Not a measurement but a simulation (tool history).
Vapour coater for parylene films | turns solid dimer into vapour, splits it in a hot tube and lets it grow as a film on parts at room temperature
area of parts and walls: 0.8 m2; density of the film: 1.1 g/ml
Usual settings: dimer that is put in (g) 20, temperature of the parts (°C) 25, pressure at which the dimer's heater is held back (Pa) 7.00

run,hour,dimer that is put in (g),temperature of the parts (°C),pressure at which the dimer's heater is held back (Pa),thickness of the film (um)
1,0.0,20,25,7.00,13.04
2,32.1,20,25,7.00,12.89
3,57.5,20,25,4.95,13.96
4,79.6,20,25,4.95,13.95
5,114.2,20,25,4.95,13.98
6,146.6,20,21,7.00,14.66
7,183.1,20,21,7.00,14.82
8,210.3,20,25,7.00,12.71
9,233.5,20,25,7.00,12.28
10,268.2,20,25,7.00,12.51
11,296.2,20,20,7.00,15.21
12,323.2,20,20,7.00,15.04
13,351.0,20,20,7.00,15.14
14,384.0,11,20,7.00,8.32
15,402.6,11,20,7.00,8.30
16,427.0,11,20,7.00,8.19
17,464.0,11,20,7.00,8.20
# hour 475.7: trap's valve overhauled
18,497.7,20,25,7.00,13.68
19,517.6,20,25,7.00,13.73
20,540.0,20,25,7.00,13.83
21,576.4,20,23,7.00,14.55
22,617.6,20,25,7.00,13.45
23,656.9,20,25,7.00,13.55
24,696.6,20,25,7.00,13.25
25,730.0,29,22,3.31,26.07
26,773.1,20,22,5.96,15.57
27,791.8,20,22,5.96,15.34
28,831.2,20,31,4.95,11.42
29,870.5,10,20,2.41,10.30
30,915.7,20,27,7.00,12.19
31,948.4,25,25,7.00,16.45
32,990.0,25,25,7.00,16.48
33,1016.7,27,32,6.88,13.64
34,1042.1,33,32,6.27,16.79

Run 35 comes next. What will it give?
35,1071.5,19,32,2.95,?

Run 35 gave thickness of the film (um) 11.51.
Without the tool's hidden state the same run would have given thickness of the film (um) 12.18.
